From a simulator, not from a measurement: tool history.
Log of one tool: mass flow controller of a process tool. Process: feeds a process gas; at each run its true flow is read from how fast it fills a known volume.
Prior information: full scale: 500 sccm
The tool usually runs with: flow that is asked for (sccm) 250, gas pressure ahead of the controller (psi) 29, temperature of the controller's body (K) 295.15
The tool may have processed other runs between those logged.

run    hour  flow that is asked for (sccm)  gas pressure ahead of the controller (psi)  temperature of the controller's body (K)  true flow (%)
  1       0                            250                                          29                                    295.15          97.86
  2    80.1                            250                                          29                                    295.15          97.73
  3   169.9                            250                                          29                                    295.15          97.73
  4   269.2                            250                                          29                                    295.15           97.7
  5   334.4                            250                                          29                                    295.15          97.69
  6   392.2                            250                                          29                                    295.15           97.6
  7   461.5                            250                                          29                                    295.15          97.58
  8   545.2                            250                                          29                                    295.15          97.49
  9   617.6                            250                                          29                                    307.15           96.7
 10   674.4                            250                                          29                                    307.15          96.76
 11   738.8                            250                                        34.4                                    295.15          97.66
 12   849.4                            250                                        34.4                                    295.15          97.61
 13   918.1                            250                                        23.2                                    295.15          97.51
 14   980.9                            250                                        23.2                                    295.15           97.3
 15  1071.6                             60                                        23.2                                    295.15          93.35
 16  1137.1                             60                                        23.2                                    295.15          93.07
 17  1207.3                             60                                        23.2                                    295.15          93.03
 18  1296.6                            242                                          29                                    295.15          97.24
 19  1374.2                            242                                          29                                    295.15          97.25
 20  1433.6                            250                                        26.4                                    295.15          97.29
 21  1513.4                            250                                          29                                    295.15          97.25
 22  1585.5                            250                                          29                                    295.15          97.04
 23  1658.9                            250                                          29                                    295.15          97.28
 24  1717.2                            258                                        30.9                                    307.15          96.66
 25  1783.5                             79                                        26.4                                    304.15          93.31
 26  1861.4                            240                                          29                                    295.15          97.04
 27  1910.8                            240                                          29                                    295.15          96.98
 28  2000.4                            240                                          29                                    295.15          96.98
 29  2079.5                            120                                        35.7                                    295.15          95.38
 30  2165.9                            120                                        35.7                                    295.15          95.31
 31  2243.5                            250                                        35.7                                    293.15          97.35
 32  2290.7                            250                                        26.8                                    298.15          96.79
 33  2348.9                            422                                        29.4                                    297.15          98.02
 34  2447.1                            196                                        31.3                                    311.15          95.51
 35  2512.4                             99                                        31.3                                    310.15          93.38
 36  2582.4                            394                                        23.9                                    298.15          97.65
 37    2631                            394                                        23.9                                    298.15          97.69
 38  2721.4                            394                                        23.9                                    298.15          97.57
 39  2807.3                            100                                        39.9                                    300.15          93.96
 40  2858.8                            341                                          29                                    294.15          97.55
 41  2967.4                            161                                        34.1                                    308.15          94.98
 42  3054.4                            161                                        34.1                                    308.15          94.82
 43  3151.1                            161                                        34.1                                    308.15          94.78
 44  3228.3                            161                                        34.1                                    308.15          94.81
 45    3292                            161                                        34.1                                    308.15           94.8
 46  3382.4                             59                                          29                                    300.15          90.66

Below are 3 alternative next runs, each starting from the tool's condition after run 46. Predict each:
  A  3432.3                             84                                          29                                    295.15              ?
  B  3432.3                             52                                        34.2                                    300.15              ?
  C  3432.3                            235                                          29                                    297.15              ?

run  true flow (%)
  A          92.99
  B          89.67
  C          96.43
Without the tool's hidden state the same runs would have given:
run  true flow (%)
  A          98.66
  B          98.14
  C          99.17
